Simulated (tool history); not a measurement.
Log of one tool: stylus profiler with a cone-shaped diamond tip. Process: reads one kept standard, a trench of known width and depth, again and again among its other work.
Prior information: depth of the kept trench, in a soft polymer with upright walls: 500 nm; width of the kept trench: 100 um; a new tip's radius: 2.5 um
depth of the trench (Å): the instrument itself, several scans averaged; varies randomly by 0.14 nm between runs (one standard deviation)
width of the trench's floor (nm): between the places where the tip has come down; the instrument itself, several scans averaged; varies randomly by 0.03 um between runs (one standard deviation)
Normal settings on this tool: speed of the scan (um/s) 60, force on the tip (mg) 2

| run | hour | speed of the scan (um/s) | force on the tip (mg) | depth of the trench (Å) | width of the trench's floor (nm) |
|---|---|---|---|---|---|
| 1 | 0 | 60 | 2 | 5073.7 | 96630 |
| 2 | 23.3 | 60 | 2 | 5072.4 | 96610 |
| 3 | 34.2 | 60 | 2 | 5071.5 | 96700 |
| 4 | 49.2 | 49 | 2 | 5071 | 96720 |
| 5 | 72.7 | 60 | 2 | 5073.4 | 96650 |
| 6 | 84.3 | 60 | 2 | 5073.2 | 96670 |
| 7 | 94.2 | 60 | 2.34 | 5080.6 | 96680 |
| 8 | 108.9 | 17 | 2 | 5071.4 | 96830 |
| 9 | 120.2 | 17 | 2 | 5073.3 | 96910 |
| 10 | 141 | 17 | 2 | 5073.5 | 96870 |
| 11 | 164.4 | 32 | 5.08 | 5139.1 | 96870 |
| 12 | 183.2 | 27 | 0.96 | 5043.8 | 96800 |
| 13 | 197.4 | 15 | 1.59 | 5063.7 | 96900 |
| 14 | 210.9 | 60 | 4.6 | 5127.1 | 96750 |
| 15 | 224.7 | 76 | 2 | 5071.8 | 96510 |
| 16 | 245.8 | 89 | 1.39 | 5057.2 | 96370 |
| 17 | 259.8 | 21 | 1.22 | 5054.8 | 96860 |
| 18 | 271.1 | 20 | 1.26 | 5057 | 96870 |

Run 19 is up next; what results do you expect?
| 19 | 283.8 | 20 | 1.26 | ? | ? |

Run 19 measured depth of the trench (Å) 5051.5, width of the trench's floor (nm) 96830.
Were there no unlogged condition in the tool, this run, its random variation unchanged, would have produced depth of the trench (Å) 5051.4, width of the trench's floor (nm) 96830.
